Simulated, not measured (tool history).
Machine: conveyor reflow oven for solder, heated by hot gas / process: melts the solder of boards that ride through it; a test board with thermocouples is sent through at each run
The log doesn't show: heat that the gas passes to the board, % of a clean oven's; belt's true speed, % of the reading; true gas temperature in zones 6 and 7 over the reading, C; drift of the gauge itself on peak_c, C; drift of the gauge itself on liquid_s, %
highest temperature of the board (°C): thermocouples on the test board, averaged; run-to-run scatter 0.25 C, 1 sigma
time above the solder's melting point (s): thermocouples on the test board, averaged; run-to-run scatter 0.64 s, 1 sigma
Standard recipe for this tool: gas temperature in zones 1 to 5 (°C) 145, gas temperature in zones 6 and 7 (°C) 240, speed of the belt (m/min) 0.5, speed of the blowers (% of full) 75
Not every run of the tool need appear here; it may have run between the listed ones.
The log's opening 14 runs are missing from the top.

run     day  gas temperature in zones 1 to 5 (°C)  gas temperature in zones 6 and 7 (°C)  speed of the belt (m/min)  speed of the blowers (% of full)  hours of work since the flux was cleaned out  hours of work since the belt drive was overhauled  hours of work since the thermocouples were changed  highest temperature of the board (°C)  time above the solder's melting point (s)
 15   5.917                                   131                                    240                        0.5                                75                                           164                                                428                                                 516                                  222.7                                       73.7
 16   6.392                                   131                                    240                        0.5                                75                                           172                                                436                                                 523                                    223                                       74.8
 17   6.842                                   133                                    240                        0.5                                89                                           179                                                443                                                 530                                  226.5                                       78.1
      7.083  -- flux residue cleaned out of gas plates and filters
 18   7.554                                   133                                    240                        0.5                                89                                             8                                                451                                                 538                                  225.4                                       77.6
 19   8.092                                   133                                    245                      0.432                                75                                            16                                                459                                                 547                                  230.9                                       94.8
 20   8.458                                   133                                    254                      0.406                                75                                            22                                                465                                                 553                                  241.6                                      108.8
 21    8.95                                   155                                    231                      0.441                                65                                            30                                                473                                                 561                                  219.2                                       94.3
 22   9.483                                   145                                    240                        0.5                                85                                            38                                                482                                                 569                                  225.9                                       82.8
     10.083  -- flux residue cleaned out of gas plates and filters, once more
 23  10.229                                   145                                    240                        0.5                                85                                             2                                                490                                                 578                                    229                                       86.4
 24  10.646                                   145                                    240                        0.5                                85                                             9                                                497                                                 584                                  228.9                                       84.9
 25  11.212                                   145                                    240                        0.5                                85                                            18                                                506                                                 594                                  229.2                                       85.1
 26  11.775                                   145                                    240                        0.5                                85                                            27                                                515                                                 603                                  229.2                                       85.2
 27  12.046                                   145                                    237                        0.5                                85                                            31                                                519                                                 607                                  226.1                                         84
 28  12.596                                   145                                    237                        0.5                                85                                            40                                                528                                                 616                                  226.1                                       84.7
 29      13                                   160                                    245                      0.572                                75                                            47                                                535                                                 622                                  229.5                                       82.4
 30  13.283                                   160                                    245                      0.572                                75                                            51                                                539                                                 627                                  229.6                                       81.1
 31  13.625                                   160                                    245                      0.572                                75                                            57                                                545                                                 632                                  229.4                                       81.8

Forecast each of these 4 alternatives for the next run:
  A  14.029                                   160                                    245                      0.558                                75                                            63                                                551                                                 639                                      ?                                          ?
  B  14.029                                   130                                    233                      0.486                                75                                            63                                                551                                                 639                                      ?                                          ?
  C  14.029                                   160                                    245                      0.572                                87                                            63                                                551                                                 639                                      ?                                          ?
  D  14.029                                   145                                    240                       0.57                                82                                            63                                                551                                                 639                                      ?                                          ?

run  highest temperature of the board (°C)  time above the solder's melting point (s)
  A                                  230.4                                       83.6
  B                                  219.5                                       72.6
  C                                  232.9                                       83.1
  D                                  224.1                                       72.1
With no hidden state in the tool, these same runs would have given:
run  highest temperature of the board (°C)  time above the solder's melting point (s)
  A                                  229.3                                       81.8
  B                                  218.3                                       70.5
  C                                  231.8                                       81.3
  D                                    223                                       70.4
